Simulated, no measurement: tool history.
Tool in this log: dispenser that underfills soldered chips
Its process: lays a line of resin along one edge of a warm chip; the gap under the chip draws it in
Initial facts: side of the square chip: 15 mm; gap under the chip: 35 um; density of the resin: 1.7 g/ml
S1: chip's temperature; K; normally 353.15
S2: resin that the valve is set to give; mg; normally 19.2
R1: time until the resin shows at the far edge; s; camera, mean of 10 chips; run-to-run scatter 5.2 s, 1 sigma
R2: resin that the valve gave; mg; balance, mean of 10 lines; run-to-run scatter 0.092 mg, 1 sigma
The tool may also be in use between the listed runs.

{"run": 1, "day": 0.0, "S1": 353.15, "S2": 19.2, "R1": 798.0, "R2": 18.85}
{"day": 0.05, "done": "new syringe of resin"}
{"run": 2, "day": 0.175, "S1": 364.15, "S2": 19.2, "R1": 333.9, "R2": 19.0}
{"run": 3, "day": 0.475, "S1": 364.15, "S2": 19.2, "R1": 410.2, "R2": 18.87}
{"run": 4, "day": 0.654, "S1": 364.15, "S2": 19.2, "R1": 468.5, "R2": 18.74}
{"day": 0.729, "done": "new syringe of resin"}
{"run": 5, "day": 0.912, "S1": 364.15, "S2": 19.2, "R1": 358.3, "R2": 18.71}
{"run": 6, "day": 1.138, "S1": 353.15, "S2": 19.9, "R1": 706.4, "R2": 19.27}
{"day": 1.392, "done": "new syringe of resin"}
{"run": 7, "day": 1.412, "S1": 353.15, "S2": 16.7, "R1": 555.3, "R2": 16.14}
{"run": 8, "day": 1.712, "S1": 353.15, "S2": 19.7, "R1": 654.9, "R2": 18.96}
{"run": 9, "day": 2.025, "S1": 353.15, "S2": 19.7, "R1": 797.6, "R2": 18.74}
{"day": 2.058, "done": "new syringe of resin"}
{"day": 2.142, "done": "dispensing valve cleaned and set on the balance"}
{"run": 10, "day": 2.304, "S1": 353.15, "S2": 19.7, "R1": 578.3, "R2": 19.71}
{"run": 11, "day": 2.575, "S1": 353.15, "S2": 16.8, "R1": 734.3, "R2": 16.67}
{"day": 2.775, "done": "new syringe of resin"}
{"run": 12, "day": 2.788, "S1": 353.15, "S2": 16.8, "R1": 546.5, "R2": 16.56}
{"run": 13, "day": 2.933, "S1": 353.15, "S2": 16.8, "R1": 601.7, "R2": 16.5}
{"run": 14, "day": 3.229, "S1": 353.15, "S2": 16.8, "R1": 745.6, "R2": 16.5}
{"day": 3.45, "done": "new syringe of resin"}
{"run": 15, "day": 3.525, "S1": 353.15, "S2": 16.8, "R1": 580.0, "R2": 16.52}
{"run": 16, "day": 3.754, "S1": 353.15, "S2": 19.2, "R1": 646.0, "R2": 18.78}
{"run": 17, "day": 4.067, "S1": 353.15, "S2": 17.2, "R1": 844.4, "R2": 16.67}
{"day": 4.112, "done": "new syringe of resin"}
{"run": 18, "day": 4.271, "S1": 353.15, "S2": 17.2, "R1": 618.6, "R2": 16.73}
{"run": 19, "day": 4.575, "S1": 362.15, "S2": 19.3, "R1": 465.9, "R2": 18.63}
{"day": 4.783, "done": "new syringe of resin"}
{"run": 20, "day": 4.8, "S1": 339.15, "S2": 18.7, "R1": 1121.7, "R2": 17.94}
{"run": 21, "day": 5.088, "S1": 339.15, "S2": 18.7, "R1": 1364.5, "R2": 17.96}
{"run": 22, "day": 5.317, "S1": 339.15, "S2": 18.7, "R1": 1608.0, "R2": 18.05}
{"day": 5.383, "done": "dispensing valve cleaned and set on the balance"}
{"day": 5.483, "done": "new syringe of resin"}
{"run": 23, "day": 5.604, "S1": 345.15, "S2": 18.9, "R1": 882.9, "R2": 18.69}
{"run": 24, "day": 5.888, "S1": 366.15, "S2": 17.8, "R1": 375.5, "R2": 17.6}
{"run": 25, "day": 6.079, "S1": 364.15, "S2": 23.9, "R1": 452.4, "R2": 23.67}
{"day": 6.154, "done": "new syringe of resin"}
{"run": 26, "day": 6.296, "S1": 364.15, "S2": 23.9, "R1": 330.8, "R2": 23.6}
{"run": 27, "day": 6.45, "S1": 351.15, "S2": 21.6, "R1": 714.9, "R2": 21.2}
{"run": 28, "day": 6.658, "S1": 356.15, "S2": 22.2, "R1": 634.0, "R2": 21.79}
{"day": 6.817, "done": "new syringe of resin"}
{"run": 29, "day": 6.883, "S1": 364.15, "S2": 18.7, "R1": 331.9, "R2": 18.36}
{"run": 30, "day": 7.05, "S1": 339.15, "S2": 17.6, "R1": 1363.5, "R2": 17.27}
{"run": 31, "day": 7.3, "S1": 339.15, "S2": 17.6, "R1": 1639.7, "R2": 17.01}
{"day": 7.496, "done": "new syringe of resin"}
{"run": 32, "day": 7.571, "S1": 363.15, "S2": 17.1, "R1": 348.1, "R2": 16.65}
{"run": 33, "day": 7.712, "S1": 364.15, "S2": 23.8, "R1": 351.7, "R2": 22.97}
{"run": 34, "day": 7.862, "S1": 343.15, "S2": 17.8, "R1": 1183.4, "R2": 17.18}
{"run": 35, "day": 8.054, "S1": 361.15, "S2": 19.3, "R1": 525.2, "R2": 18.81}
{"day": 8.175, "done": "new syringe of resin"}
{"run": 36, "day": 8.254, "S1": 361.15, "S2": 19.3, "R1": 379.2, "R2": 18.49}

Below, some changes in R1 between adjacent runs. For each, the amount present without the hidden state too (settings, incoming material, random variation) and the amount remaining for the hidden state with gauge scatter not shared by both compared results:
Hidden conditions of the tool in this case: resin's viscosity, % of fresh resin's; dose that the valve gives, % of what is set; true chip temperature over the reading, C; drift of the gauge itself on fill_s, %; drift of the gauge itself on given_mg, %.
Run 22 -> 23: S1 339.15 -> 345.15, S2 18.7 -> 18.9, dispensing valve cleaned and set on the balance, new syringe of resin. R1 -725.1 s: hidden state -433.2, all else -291.9.
Run 29 -> 30: S1 364.15 -> 339.15, S2 18.7 -> 17.6. R1 +1031.6 s: hidden state +227.1, all else +804.5.
Run 30 -> 31: nothing adjusted, nothing logged. R1 +276.2 s: hidden state +263.3, all else +12.9.
Run 31 -> 32: S1 339.15 -> 363.15, S2 17.6 -> 17.1, new syringe of resin. R1 -1291.6 s: hidden state -495.0, all else -796.6.
Run 33 -> 34: S1 364.15 -> 343.15, S2 23.8 -> 17.8. R1 +831.7 s: hidden state +231.9, all else +599.8.

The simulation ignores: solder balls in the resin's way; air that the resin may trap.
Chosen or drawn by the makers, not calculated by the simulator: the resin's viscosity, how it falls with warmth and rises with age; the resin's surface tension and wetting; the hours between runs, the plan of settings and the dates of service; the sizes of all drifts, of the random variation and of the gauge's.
